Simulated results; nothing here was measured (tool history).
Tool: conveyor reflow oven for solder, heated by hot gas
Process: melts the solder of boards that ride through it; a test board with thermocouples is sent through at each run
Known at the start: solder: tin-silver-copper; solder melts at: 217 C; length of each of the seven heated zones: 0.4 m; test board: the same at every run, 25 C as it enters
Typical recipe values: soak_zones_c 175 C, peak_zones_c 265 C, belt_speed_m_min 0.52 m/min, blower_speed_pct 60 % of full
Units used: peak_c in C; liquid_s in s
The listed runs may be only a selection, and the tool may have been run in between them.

run,hour,soak_zones_c,peak_zones_c,belt_speed_m_min,blower_speed_pct,peak_c,liquid_s
1,0,175,265,0.52,60,252.3,70
2,17.5,175,265,0.52,60,252.2,70.2
3,28.7,175,265,0.52,76,254.5,73.8
4,39.3,175,265,0.59,76,251.8,61.7
5,48.8,175,265,0.59,76,251.9,61.4
6,58.8,175,265,0.52,69,253.5,71.9
7,74,175,265,0.52,69,253.7,72.7
8,86.3,175,265,0.453,60,255.4,85.5
9,102.1,175,265,0.453,60,255.2,84.9
10,116.6,175,265,0.453,60,255.6,85.3
11,130.4,175,265,0.52,60,252.1,70.3
12,146.4,175,265,0.52,60,251.8,70.5
13,162,175,265,0.52,60,252.2,71.4
14,170.2,175,265,0.52,60,252.3,70.3
15,187.4,175,265,0.439,60,256.7,89.3
16,196.8,175,265,0.439,60,255.9,89.4
17,208.2,175,265,0.546,70,252.5,67.7
18,216.3,175,276,0.584,84,262.9,69.9

Expected results for the next run?
19,235.1,167,261,0.526,53,?,?

Run 19 measured peak_c 245 C, liquid_s 59.1 s.
The same run, on a tool lacking any hidden state, would have yielded peak_c 245 C, liquid_s 59.1 s.
